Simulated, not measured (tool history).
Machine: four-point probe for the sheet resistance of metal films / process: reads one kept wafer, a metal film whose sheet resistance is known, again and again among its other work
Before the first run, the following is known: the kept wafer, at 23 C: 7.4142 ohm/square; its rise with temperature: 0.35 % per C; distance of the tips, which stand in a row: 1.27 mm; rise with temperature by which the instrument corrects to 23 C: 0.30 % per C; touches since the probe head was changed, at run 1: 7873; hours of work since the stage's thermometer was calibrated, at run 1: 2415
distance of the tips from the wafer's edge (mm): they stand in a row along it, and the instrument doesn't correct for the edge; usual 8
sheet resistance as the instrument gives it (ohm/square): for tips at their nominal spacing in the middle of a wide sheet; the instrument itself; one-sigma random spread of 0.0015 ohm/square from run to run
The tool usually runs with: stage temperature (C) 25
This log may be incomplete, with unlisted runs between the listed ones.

run	day	stage temperature (C)	distance of the tips from the wafer's edge (mm)	touches since the probe head was changed	hours of work since the stage's thermometer was calibrated	sheet resistance as the instrument gives it (ohm/square)
1	0.000	25	8	7873	2415	7.530052
2	5.262	23	8	9929	2496	7.523564
3	7.996	30	8	10995	2538	7.549134
4	11.542	30	8	12379	2593	7.545119
# day 12.821: stage's thermometer calibrated
5	15.525	30	8	13927	42	7.529905
6	18.558	30	8	15112	89	7.530785
7	22.450	25	21	16632	149	7.426769
8	24.946	25	12	17606	187	7.456394
9	28.583	25	12	19026	244	7.455899
10	33.725	25	12	21035	323	7.455616
11	37.262	25	12	22415	378	7.456880
12	43.021	25	66	24664	467	7.410353
13	49.096	29	19	27036	561	7.442814
14	55.238	21	8	29435	656	7.493597
15	61.329	25	4	31814	750	7.792721
16	65.683	19	47	33514	817	7.386767
17	68.717	23	11	34697	864	7.453408
18	71.725	23	11	35873	910	7.451690
19	74.571	31	66	36983	954	7.430727
20	79.058	31	66	38735	1024	7.428739

3 ways to go on from here, each from the tool as it stands after run 20. What would each give?
A	83.704	22	3	40549	1095	?
B	83.704	23	8	40549	1095	?
C	83.704	21	26	40549	1095	?

run	sheet resistance as the instrument gives it (ohm/square)
A	8.040934
B	7.499398
C	7.398080
Without the tool's unlogged condition, the same runs would have read:
run	sheet resistance as the instrument gives it (ohm/square)
A	8.057779
B	7.515282
C	7.413721
